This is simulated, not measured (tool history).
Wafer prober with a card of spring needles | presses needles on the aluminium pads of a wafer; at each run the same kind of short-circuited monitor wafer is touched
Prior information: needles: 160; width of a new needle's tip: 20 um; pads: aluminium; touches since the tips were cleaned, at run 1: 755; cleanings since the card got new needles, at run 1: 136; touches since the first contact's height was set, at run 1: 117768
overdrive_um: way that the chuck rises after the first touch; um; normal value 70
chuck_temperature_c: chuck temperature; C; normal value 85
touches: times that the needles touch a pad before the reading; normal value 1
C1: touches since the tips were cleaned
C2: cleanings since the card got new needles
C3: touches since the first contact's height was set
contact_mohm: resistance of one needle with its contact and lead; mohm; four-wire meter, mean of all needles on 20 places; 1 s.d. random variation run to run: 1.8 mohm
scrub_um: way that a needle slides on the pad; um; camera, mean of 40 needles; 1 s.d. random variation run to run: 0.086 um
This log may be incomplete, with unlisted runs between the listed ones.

{"run": 1, "hour": 0.0, "overdrive_um": 70, "chuck_temperature_c": 85, "touches": 1, "C1": 755, "C2": 136, "C3": 117768, "contact_mohm": 192, "scrub_um": 13.15}
{"hour": 5.5, "done": "tips cleaned on abrasive film"}
{"hour": 14.7, "done": "tips cleaned on abrasive film"}
{"hour": 23.9, "done": "tips cleaned on abrasive film"}
{"run": 2, "hour": 30.7, "overdrive_um": 70, "chuck_temperature_c": 85, "touches": 1, "C1": 1676, "C2": 139, "C3": 125250, "contact_mohm": 194, "scrub_um": 13.08}
{"hour": 32.6, "done": "tips cleaned on abrasive film"}
{"hour": 41.8, "done": "tips cleaned on abrasive film"}
{"hour": 51.0, "done": "tips cleaned on abrasive film"}
{"hour": 60.1, "done": "tips cleaned on abrasive film"}
{"run": 3, "hour": 65.1, "overdrive_um": 70, "chuck_temperature_c": 85, "touches": 1, "C1": 1217, "C2": 143, "C3": 133603, "contact_mohm": 193, "scrub_um": 13.17}
{"hour": 68.8, "done": "tips cleaned on abrasive film"}
{"hour": 76.2, "done": "tips cleaned on abrasive film"}
{"hour": 85.4, "done": "tips cleaned on abrasive film"}
{"hour": 94.5, "done": "tips cleaned on abrasive film"}
{"run": 4, "hour": 100.0, "overdrive_um": 70, "chuck_temperature_c": 85, "touches": 1, "C1": 1354, "C2": 147, "C3": 142083, "contact_mohm": 195, "scrub_um": 13.24}
{"hour": 101.9, "done": "tips cleaned on abrasive film"}
{"hour": 109.3, "done": "tips cleaned on abrasive film"}
{"hour": 118.4, "done": "tips cleaned on abrasive film"}
{"run": 5, "hour": 119.4, "overdrive_um": 70, "chuck_temperature_c": 85, "touches": 1, "C1": 238, "C2": 150, "C3": 146789, "contact_mohm": 190, "scrub_um": 12.9}
{"hour": 126.8, "done": "tips cleaned on abrasive film"}
{"hour": 134.1, "done": "tips cleaned on abrasive film"}
{"hour": 143.3, "done": "tips cleaned on abrasive film"}
{"run": 6, "hour": 147.8, "overdrive_um": 70, "chuck_temperature_c": 85, "touches": 1, "C1": 1110, "C2": 153, "C3": 153707, "contact_mohm": 190, "scrub_um": 13.06}
{"hour": 151.5, "done": "tips cleaned on abrasive film"}
{"hour": 160.7, "done": "tips cleaned on abrasive film"}
{"hour": 169.8, "done": "tips cleaned on abrasive film"}
{"run": 7, "hour": 170.9, "overdrive_um": 70, "chuck_temperature_c": 42, "touches": 1, "C1": 280, "C2": 156, "C3": 159307, "contact_mohm": 183, "scrub_um": 13.05}
{"hour": 178.3, "done": "tips cleaned on abrasive film"}
{"hour": 180.4, "done": "height of the first contact set anew"}
{"hour": 187.7, "done": "tips cleaned on abrasive film"}
{"hour": 196.9, "done": "tips cleaned on abrasive film"}
{"hour": 205.9, "done": "tips cleaned on abrasive film"}
{"run": 8, "hour": 207.8, "overdrive_um": 70, "chuck_temperature_c": 85, "touches": 1, "C1": 466, "C2": 160, "C3": 6666, "contact_mohm": 191, "scrub_um": 13.09}
{"hour": 213.4, "done": "tips cleaned on abrasive film"}
{"hour": 222.5, "done": "tips cleaned on abrasive film"}
{"hour": 231.7, "done": "tips cleaned on abrasive film"}
{"run": 9, "hour": 235.6, "overdrive_um": 70, "chuck_temperature_c": 85, "touches": 1, "C1": 963, "C2": 163, "C3": 13440, "contact_mohm": 192, "scrub_um": 13.06}
{"hour": 239.3, "done": "tips cleaned on abrasive film"}
{"hour": 246.7, "done": "tips cleaned on abrasive film"}
{"hour": 254.1, "done": "tips cleaned on abrasive film"}
{"hour": 263.2, "done": "tips cleaned on abrasive film"}
{"run": 10, "hour": 266.3, "overdrive_um": 70, "chuck_temperature_c": 85, "touches": 1, "C1": 765, "C2": 167, "C3": 20897, "contact_mohm": 191, "scrub_um": 13.13}
{"hour": 271.9, "done": "tips cleaned on abrasive film"}
{"hour": 281.1, "done": "tips cleaned on abrasive film"}
{"run": 11, "hour": 284.1, "overdrive_um": 70, "chuck_temperature_c": 85, "touches": 1, "C1": 742, "C2": 169, "C3": 25211, "contact_mohm": 190, "scrub_um": 13.07}
{"hour": 289.6, "done": "tips cleaned on abrasive film"}
{"hour": 298.8, "done": "tips cleaned on abrasive film"}
{"hour": 306.1, "done": "tips cleaned on abrasive film"}
{"hour": 313.5, "done": "tips cleaned on abrasive film"}
{"run": 12, "hour": 313.6, "overdrive_um": 70, "chuck_temperature_c": 85, "touches": 1, "C1": 13, "C2": 173, "C3": 32360, "contact_mohm": 190, "scrub_um": 13.17}
{"hour": 321.0, "done": "tips cleaned on abrasive film"}
{"hour": 330.1, "done": "tips cleaned on abrasive film"}
{"hour": 339.2, "done": "tips cleaned on abrasive film"}
{"hour": 346.6, "done": "tips cleaned on abrasive film"}
{"run": 13, "hour": 350.4, "overdrive_um": 70, "chuck_temperature_c": 85, "touches": 1, "C1": 932, "C2": 177, "C3": 41323, "contact_mohm": 191, "scrub_um": 13.13}
{"hour": 354.2, "done": "tips cleaned on abrasive film"}
{"hour": 363.3, "done": "tips cleaned on abrasive film"}
{"hour": 372.4, "done": "tips cleaned on abrasive film"}
{"run": 14, "hour": 379.2, "overdrive_um": 70, "chuck_temperature_c": 85, "touches": 1, "C1": 1682, "C2": 180, "C3": 48341, "contact_mohm": 194, "scrub_um": 13.13}
{"hour": 381.2, "done": "tips cleaned on abrasive film"}
{"hour": 390.3, "done": "tips cleaned on abrasive film"}
{"hour": 399.4, "done": "tips cleaned on abrasive film"}
{"hour": 406.8, "done": "tips cleaned on abrasive film"}
{"hour": 415.9, "done": "tips cleaned on abrasive film"}
{"run": 15, "hour": 417.9, "overdrive_um": 53, "chuck_temperature_c": 29, "touches": 1, "C1": 492, "C2": 185, "C3": 57738, "contact_mohm": 184, "scrub_um": 9.91}
{"hour": 423.5, "done": "tips cleaned on abrasive film"}
{"hour": 430.8, "done": "tips cleaned on abrasive film"}
{"run": 16, "hour": 435.4, "overdrive_um": 53, "chuck_temperature_c": 29, "touches": 1, "C1": 1114, "C2": 187, "C3": 61972, "contact_mohm": 183, "scrub_um": 9.89}

Run 17, settings as shown, results not yet in. Your forecast:
{"hour": 439.1, "done": "tips cleaned on abrasive film"}
{"hour": 448.3, "done": "tips cleaned on abrasive film"}
{"hour": 457.4, "done": "tips cleaned on abrasive film"}
{"run": 17, "hour": 460.9, "overdrive_um": 77, "chuck_temperature_c": 81, "touches": 1, "C1": 843, "C2": 190, "C3": 68168, "contact_mohm": "?", "scrub_um": "?"}

{"run 17": {"contact_mohm": 189, "scrub_um": 14.32}}
The same run, on a tool lacking any hidden state, would have yielded contact_mohm 189 mohm, scrub_um 14.33 um.

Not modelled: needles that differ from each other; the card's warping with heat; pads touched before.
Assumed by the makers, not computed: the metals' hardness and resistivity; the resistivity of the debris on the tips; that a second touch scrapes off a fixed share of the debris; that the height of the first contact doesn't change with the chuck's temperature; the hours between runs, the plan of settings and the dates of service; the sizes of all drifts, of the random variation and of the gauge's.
